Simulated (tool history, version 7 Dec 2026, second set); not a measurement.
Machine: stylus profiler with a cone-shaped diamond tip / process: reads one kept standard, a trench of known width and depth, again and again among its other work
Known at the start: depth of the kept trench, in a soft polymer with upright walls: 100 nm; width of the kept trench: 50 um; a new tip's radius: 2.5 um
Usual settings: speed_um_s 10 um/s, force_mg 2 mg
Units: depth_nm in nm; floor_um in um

Run 1, hour 0: usual settings. Result: depth_nm 101.36 nm, floor_um 48.15 um.
Run 2, hour 9.1: usual settings but speed_um_s 17 um/s. Result: depth_nm 101.39 nm, floor_um 48.13 um.
Run 3, hour 28.8: usual settings but speed_um_s 8 um/s. Result: depth_nm 101.36 nm, floor_um 48.16 um.
Run 4, hour 44.1: usual settings but speed_um_s 8 um/s. Result: depth_nm 101.34 nm, floor_um 48.16 um.
Run 5, hour 53.4: usual settings but speed_um_s 8 um/s. Result: depth_nm 101.34 nm, floor_um 48.12 um.
Run 6, hour 70.8: usual settings but speed_um_s 8 um/s. Result: depth_nm 101.38 nm, floor_um 48.17 um.
Run 7, hour 85: usual settings but force_mg 0.71 mg. Result: depth_nm 100.8 nm, floor_um 48.04 um.
Run 8, hour 93.2: usual settings but force_mg 0.71 mg. Result: depth_nm 100.84 nm, floor_um 48.07 um.
Run 9, hour 111.4: usual settings but speed_um_s 17 um/s. Result: depth_nm 101.4 nm, floor_um 48.04 um.
Run 10, hour 127.5: usual settings but speed_um_s 9 um/s. Result: depth_nm 101.36 nm, floor_um 48.13 um.
Run 11, hour 136.8: usual settings. Result: depth_nm 101.36 nm, floor_um 48.11 um.
Run 12, hour 146.2: usual settings. Result: depth_nm 101.33 nm, floor_um 48.08 um.
Run 13, hour 162.7: usual settings but speed_um_s 33 um/s. Result: depth_nm 101.31 nm, floor_um 47.91 um.
Run 14, hour 170.9: usual settings but speed_um_s 33 um/s. Result: depth_nm 101.51 nm, floor_um 47.89 um.
Run 15, hour 184.2: usual settings but speed_um_s 33 um/s. Result: depth_nm 101.49 nm, floor_um 47.88 um.
Run 16, hour 196.1: usual settings but speed_um_s 33 um/s. Result: depth_nm 101.44 nm, floor_um 47.95 um.
Run 17, hour 215.9: usual settings. Result: depth_nm 101.45 nm, floor_um 48.06 um.
Run 18, hour 229.5: usual settings but force_mg 0.86 mg. Result: depth_nm 100.99 nm, floor_um 48.02 um.
Run 19, hour 238.9: usual settings but speed_um_s 2 um/s, force_mg 0.86 mg. Result: depth_nm 100.99 nm, floor_um 48.09 um.
Run 20, hour 250.9: usual settings but speed_um_s 2 um/s, force_mg 0.93 mg. Result: depth_nm 101.04 nm, floor_um 48.08 um.
Run 21, hour 267.7: usual settings but speed_um_s 5 um/s. Result: depth_nm 101.45 nm, floor_um 48.04 um.
Run 22, hour 286.8: usual settings but speed_um_s 5 um/s. Result: depth_nm 101.47 nm, floor_um 48.06 um.
Run 23, hour 300.4: usual settings but speed_um_s 5 um/s. Result: depth_nm 101.41 nm, floor_um 48.07 um.
Run 24, hour 311.4: usual settings but speed_um_s 5 um/s. Result: depth_nm 101.47 nm, floor_um 48.05 um.
Run 25, hour 320.6: usual settings but speed_um_s 11 um/s, force_mg 3.35 mg. Result: depth_nm 101.9 nm, floor_um 47.96 um.
Run 26, hour 338.5: usual settings but speed_um_s 11 um/s, force_mg 3.35 mg. Result: depth_nm 101.8 nm, floor_um 48.03 um.
Run 27, hour 349.6: usual settings but speed_um_s 33 um/s, force_mg 1.48 mg. Result: depth_nm 101.3 nm, floor_um 47.76 um.
Run 28, hour 359.9: usual settings but force_mg 5.58 mg. Result: depth_nm 102.48 nm, floor_um 48.01 um.
Run 29, hour 368.1: usual settings but force_mg 5.58 mg. Result: depth_nm 102.58 nm, floor_um 48 um.
Run 30, hour 387.9: usual settings but force_mg 5.58 mg. Result: depth_nm 102.58 nm, floor_um 48.01 um.
Run 31, hour 405.1: usual settings but speed_um_s 2 um/s, force_mg 3.28 mg. Result: depth_nm 101.89 nm, floor_um 48.04 um.
Run 32, hour 413.8: usual settings but speed_um_s 23 um/s, force_mg 0.9 mg. Result: depth_nm 101.06 nm, floor_um 47.83 um.
Run 33, hour 424.6: usual settings but speed_um_s 37 um/s, force_mg 5.84 mg. Result: depth_nm 102.7 nm, floor_um 47.9 um.
Run 34, hour 440: usual settings but speed_um_s 4 um/s, force_mg 2.73 mg. Result: depth_nm 101.75 nm, floor_um 47.99 um.
Run 35, hour 457.6: usual settings but speed_um_s 2 um/s, force_mg 4.01 mg. Result: depth_nm 102.17 nm, floor_um 48.03 um.
Run 36, hour 475.3: usual settings but speed_um_s 7 um/s. Result: depth_nm 101.52 nm, floor_um 47.95 um.
Run 37, hour 485.7: usual settings but speed_um_s 4 um/s, force_mg 5.76 mg. Result: depth_nm 102.67 nm, floor_um 47.94 um.
Run 38, hour 498.6: usual settings but speed_um_s 2 um/s, force_mg 0.95 mg. Result: depth_nm 101.07 nm, floor_um 47.96 um.
Run 39, hour 508.8: usual settings but speed_um_s 13 um/s, force_mg 2.45 mg. Result: depth_nm 101.73 nm, floor_um 47.91 um.
Run 40, hour 528.2: usual settings but speed_um_s 18 um/s, force_mg 1.37 mg. Result: depth_nm 101.25 nm, floor_um 47.88 um.
Run 41, hour 545.1: usual settings but speed_um_s 32 um/s, force_mg 4.93 mg. Result: depth_nm 102.51 nm, floor_um 47.79 um.
Run 42, hour 565.2: usual settings but speed_um_s 32 um/s, force_mg 4.93 mg. Result: depth_nm 102.47 nm, floor_um 47.86 um.
Run 43, hour 574.6: usual settings but speed_um_s 3 um/s, force_mg 0.95 mg. Result: depth_nm 101.1 nm, floor_um 47.94 um.
Run 44, hour 587.7: usual settings but speed_um_s 3 um/s, force_mg 0.95 mg. Result: depth_nm 101.12 nm, floor_um 47.89 um.
Run 45, hour 598.8: usual settings but speed_um_s 11 um/s. Result: depth_nm 101.55 nm, floor_um 47.81 um.
Run 46, hour 610.7: usual settings but speed_um_s 11 um/s. Result: depth_nm 101.51 nm, floor_um 47.86 um.

Branching from run 46: 4 alternative next runs. What would each branch give?
Run A, hour 626.7: usual settings but speed_um_s 30 um/s, force_mg 2.83 mg. Result: depth_nm ?, floor_um ?.
Run B, hour 626.7: usual settings but speed_um_s 6 um/s, force_mg 0.76 mg. Result: depth_nm ?, floor_um ?.
Run C, hour 626.7: usual settings but speed_um_s 5 um/s, force_mg 3.4 mg. Result: depth_nm ?, floor_um ?.
Run D, hour 626.7: usual settings but speed_um_s 9 um/s, force_mg 5.9 mg. Result: depth_nm ?, floor_um ?.

run  depth_nm  floor_um
  A    101.89     47.73
  B    101.16     47.84
  C    102.09     47.91
  D    102.73     47.94
What these runs would have given with no unlogged condition in the tool:
run  depth_nm  floor_um
  A    101.41      48.4
  B    100.69     48.51
  C    101.61     48.58
  D    102.25     48.61
